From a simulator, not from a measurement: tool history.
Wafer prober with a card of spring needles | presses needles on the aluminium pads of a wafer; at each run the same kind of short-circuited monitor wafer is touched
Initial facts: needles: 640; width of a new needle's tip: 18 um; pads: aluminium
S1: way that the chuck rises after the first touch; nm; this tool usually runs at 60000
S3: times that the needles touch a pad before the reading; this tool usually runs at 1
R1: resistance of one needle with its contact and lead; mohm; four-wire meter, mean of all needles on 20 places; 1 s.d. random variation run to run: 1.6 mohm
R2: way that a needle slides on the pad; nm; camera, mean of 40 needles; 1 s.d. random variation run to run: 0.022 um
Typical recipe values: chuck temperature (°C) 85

Run 1, hour 0.0: usual settings. Result: R1 185 mohm, R2 9530 nm.
At hour 7.6: tips cleaned on abrasive film.
At hour 17.0: tips cleaned on abrasive film.
At hour 21.0: height of the first contact set anew.
At hour 24.9: tips cleaned on abrasive film.
At hour 34.3: tips cleaned on abrasive film.
Run 2, hour 39.2: usual settings. Result: R1 397 mohm, R2 9890 nm.
At hour 43.0: tips cleaned on abrasive film.
At hour 50.6: tips cleaned on abrasive film.
At hour 60.0: tips cleaned on abrasive film.
At hour 69.4: tips cleaned on abrasive film.
At hour 78.9: tips cleaned on abrasive film.
At hour 86.4: tips cleaned on abrasive film.
At hour 95.9: tips cleaned on abrasive film.
Run 3, hour 103.3: usual settings. Result: R1 445 mohm, R2 9810 nm.
At hour 105.2: tips cleaned on abrasive film.
At hour 114.7: tips cleaned on abrasive film.
At hour 122.2: tips cleaned on abrasive film.
At hour 131.7: tips cleaned on abrasive film.
Run 4, hour 135.0: usual settings. Result: R1 375 mohm, R2 9740 nm.
At hour 140.7: tips cleaned on abrasive film.
At hour 148.3: tips cleaned on abrasive film.
At hour 155.9: tips cleaned on abrasive film.
At hour 163.5: tips cleaned on abrasive film.
Run 5, hour 166.5: usual settings. Result: R1 351 mohm, R2 9680 nm.
At hour 172.2: tips cleaned on abrasive film.
At hour 179.7: tips cleaned on abrasive film.
At hour 189.2: tips cleaned on abrasive film.
At hour 198.6: tips cleaned on abrasive film.
At hour 208.1: tips cleaned on abrasive film.
At hour 217.5: tips cleaned on abrasive film.
At hour 226.9: tips cleaned on abrasive film.
Run 6, hour 231.7: usual settings. Result: R1 434 mohm, R2 9620 nm.
At hour 235.5: tips cleaned on abrasive film.
At hour 243.1: tips cleaned on abrasive film.
At hour 252.5: tips cleaned on abrasive film.
At hour 260.1: tips cleaned on abrasive film.
At hour 269.5: tips cleaned on abrasive film.
At hour 277.1: tips cleaned on abrasive film.
Run 7, hour 281.1: usual settings. Result: R1 389 mohm, R2 9540 nm.
At hour 285.0: tips cleaned on abrasive film.
At hour 294.4: tips cleaned on abrasive film.
At hour 306.4: card fitted with new needles.
At hour 314.0: tips cleaned on abrasive film.
At hour 323.4: tips cleaned on abrasive film.
At hour 332.8: tips cleaned on abrasive film.
At hour 340.4: tips cleaned on abrasive film.
Run 8, hour 346.3: usual settings. Result: R1 310 mohm, R2 9860 nm.
At hour 348.3: tips cleaned on abrasive film.
At hour 357.7: tips cleaned on abrasive film.
At hour 367.1: tips cleaned on abrasive film.
At hour 376.6: tips cleaned on abrasive film.
At hour 384.2: tips cleaned on abrasive film.
At hour 393.4: tips cleaned on abrasive film.
Run 9, hour 393.4: usual settings. Result: R1 170 mohm, R2 9790 nm.
At hour 402.9: tips cleaned on abrasive film.
At hour 410.4: tips cleaned on abrasive film.
At hour 419.9: tips cleaned on abrasive film.
At hour 427.4: tips cleaned on abrasive film.
At hour 436.9: tips cleaned on abrasive film.
At hour 444.4: tips cleaned on abrasive film.
At hour 453.1: tips cleaned on abrasive film.
Run 10, hour 453.1: usual settings. Result: R1 162 mohm, R2 9700 nm.
At hour 460.7: tips cleaned on abrasive film.
At hour 468.2: tips cleaned on abrasive film.
At hour 475.8: tips cleaned on abrasive film.
At hour 485.1: tips cleaned on abrasive film.
Run 11, hour 485.1: usual settings. Result: R1 165 mohm, R2 9660 nm.

What does the tool deliver on the next run?
At hour 492.6: tips cleaned on abrasive film.
At hour 502.1: tips cleaned on abrasive film.
At hour 511.5: tips cleaned on abrasive film.
At hour 520.9: tips cleaned on abrasive film.
At hour 530.4: tips cleaned on abrasive film.
At hour 537.9: tips cleaned on abrasive film.
Run 12, hour 545.3: usual settings. Result: R1 ?, R2 ?.

{"run 12": {"R1": 343, "R2": 9590}}
Minus the tool's unlogged condition, the same run would have read R1 151 mohm, R2 9880 nm.
